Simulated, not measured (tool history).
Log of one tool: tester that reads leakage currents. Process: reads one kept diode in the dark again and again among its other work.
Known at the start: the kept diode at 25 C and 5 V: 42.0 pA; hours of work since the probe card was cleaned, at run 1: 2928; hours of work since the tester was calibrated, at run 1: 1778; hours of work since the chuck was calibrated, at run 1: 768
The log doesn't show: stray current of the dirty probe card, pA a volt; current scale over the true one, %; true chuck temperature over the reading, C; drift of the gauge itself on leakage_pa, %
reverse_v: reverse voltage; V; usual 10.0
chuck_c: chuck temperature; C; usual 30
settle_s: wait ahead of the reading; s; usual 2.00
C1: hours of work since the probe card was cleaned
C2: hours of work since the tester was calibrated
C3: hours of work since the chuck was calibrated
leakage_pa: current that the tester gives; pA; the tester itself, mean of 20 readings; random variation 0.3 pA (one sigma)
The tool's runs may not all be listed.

run 1 day=0.000 | reverse_v=10.0 chuck_c=30 settle_s=2.00 | C1=2928 C2=1778 C3=768 | leakage_pa=116.65
run 2 day=7.425 | reverse_v=10.0 chuck_c=30 settle_s=2.00 | C1=3049 C2=1898 C3=888 | leakage_pa=116.93
-- day=11.058 probe card cleaned and baked
run 3 day=14.179 | reverse_v=10.0 chuck_c=30 settle_s=0.40 | C1=51 C2=2006 C3=996 | leakage_pa=135.43
run 4 day=17.725 | reverse_v=10.0 chuck_c=30 settle_s=2.00 | C1=108 C2=2064 C3=1053 | leakage_pa=130.21
run 5 day=24.983 | reverse_v=2.0 chuck_c=30 settle_s=2.00 | C1=226 C2=2182 C3=1171 | leakage_pa=42.51
-- day=29.862 chuck's temperature calibrated
run 6 day=30.646 | reverse_v=10.0 chuck_c=30 settle_s=8.51 | C1=317 C2=2272 C3=13 | leakage_pa=138.83
run 7 day=36.833 | reverse_v=10.0 chuck_c=30 settle_s=2.00 | C1=417 C2=2373 C3=113 | leakage_pa=139.65
run 8 day=40.496 | reverse_v=10.0 chuck_c=30 settle_s=2.00 | C1=477 C2=2432 C3=173 | leakage_pa=139.10
-- day=45.792 probe card cleaned and baked, once more
run 9 day=45.925 | reverse_v=10.0 chuck_c=30 settle_s=2.00 | C1=2 C2=2518 C3=259 | leakage_pa=94.49
run 10 day=51.779 | reverse_v=10.0 chuck_c=46 settle_s=2.00 | C1=97 C2=2613 C3=354 | leakage_pa=340.92
run 11 day=56.792 | reverse_v=4.1 chuck_c=48 settle_s=2.53 | C1=179 C2=2695 C3=435 | leakage_pa=232.68
run 12 day=63.712 | reverse_v=10.4 chuck_c=38 settle_s=2.56 | C1=291 C2=2807 C3=548 | leakage_pa=183.44
run 13 day=68.488 | reverse_v=1.9 chuck_c=30 settle_s=2.00 | C1=369 C2=2885 C3=625 | leakage_pa=34.77
run 14 day=73.604 | reverse_v=1.9 chuck_c=30 settle_s=2.00 | C1=452 C2=2968 C3=708 | leakage_pa=34.77
run 15 day=82.258 | reverse_v=3.5 chuck_c=30 settle_s=2.00 | C1=592 C2=3108 C3=849 | leakage_pa=49.70

Run 16 comes next. What will it give?
run 16 day=90.467 | reverse_v=8.6 chuck_c=31 settle_s=5.32 | C1=726 C2=3242 C3=982 | leakage_pa=?

Run 16 gave leakage_pa 92.35 pA.
Without the tool's hidden state the same run would have given leakage_pa 97.27 pA.
